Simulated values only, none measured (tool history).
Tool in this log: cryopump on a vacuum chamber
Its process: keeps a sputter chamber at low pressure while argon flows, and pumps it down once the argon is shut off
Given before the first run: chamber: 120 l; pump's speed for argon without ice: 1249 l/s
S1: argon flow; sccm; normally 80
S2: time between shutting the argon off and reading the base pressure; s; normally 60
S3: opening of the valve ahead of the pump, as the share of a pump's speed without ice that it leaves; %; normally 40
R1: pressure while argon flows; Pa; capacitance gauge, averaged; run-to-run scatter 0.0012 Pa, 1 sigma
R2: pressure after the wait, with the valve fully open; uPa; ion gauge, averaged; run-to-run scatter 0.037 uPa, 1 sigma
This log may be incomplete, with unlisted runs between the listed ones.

| run | hour | S1 | S2 | S3 | R1 | R2 |
|---|---|---|---|---|---|---|
| 1 | 0.0 | 80 | 60 | 40 | 0.2873 | 3.80 |
| 2 | 19.9 | 156 | 60 | 40 | 0.5596 | 3.89 |
| 3 | 35.6 | 80 | 60 | 38 | 0.3012 | 3.96 |
| 4 | 51.4 | 38 | 60 | 38 | 0.1442 | 3.91 |
| 5 | 77.3 | 80 | 60 | 40 | 0.2896 | 3.98 |
| 6 | 106.2 | 80 | 60 | 40 | 0.2903 | 3.98 |
| 7 | 129.1 | 80 | 60 | 40 | 0.2913 | 3.94 |
| 8 | 146.2 | 80 | 60 | 40 | 0.2935 | 3.96 |
| 9 | 165.9 | 80 | 60 | 40 | 0.2948 | 4.13 |
| 10 | 191.2 | 57 | 51 | 40 | 0.2112 | 4.35 |
| 11 | 220.2 | 57 | 34 | 40 | 0.2125 | 5.47 |
| 12 | 236.9 | 57 | 34 | 40 | 0.2107 | 5.70 |
| 13 | 259.7 | 89 | 34 | 22 | 0.5775 | 5.51 |
| 14 | 273.3 | 96 | 34 | 38 | 0.3772 | 5.54 |
| 15 | 297.0 | 88 | 60 | 23 | 0.5495 | 4.12 |
| 16 | 321.7 | 88 | 23 | 16 | 0.7765 | 7.25 |
| 17 | 345.0 | 80 | 25 | 40 | 0.3007 | 6.90 |

The same runs without the tool's hidden state, with the same run-to-run variation:
Hidden conditions of the tool in this case: pump's speed, % of a pump's without ice; cold plate's temperature, K; leak into the chamber, uPa l/s; drift of the gauge itself on working_pa, %; drift of the gauge itself on base_upa, %.
| run | R1 | R2 |
|---|---|---|
| 1 | 0.2706 | 2.07 |
| 2 | 0.5259 | 2.11 |
| 3 | 0.2834 | 2.13 |
| 4 | 0.1353 | 2.11 |
| 5 | 0.2701 | 2.12 |
| 6 | 0.2698 | 2.11 |
| 7 | 0.2698 | 2.06 |
| 8 | 0.2712 | 2.06 |
| 9 | 0.2716 | 2.14 |
| 10 | 0.1939 | 2.39 |
| 11 | 0.1944 | 3.48 |
| 12 | 0.1922 | 3.62 |
| 13 | 0.5474 | 3.48 |
| 14 | 0.3440 | 3.48 |
| 15 | 0.5179 | 2.04 |
| 16 | 0.7437 | 5.11 |
| 17 | 0.2699 | 4.72 |
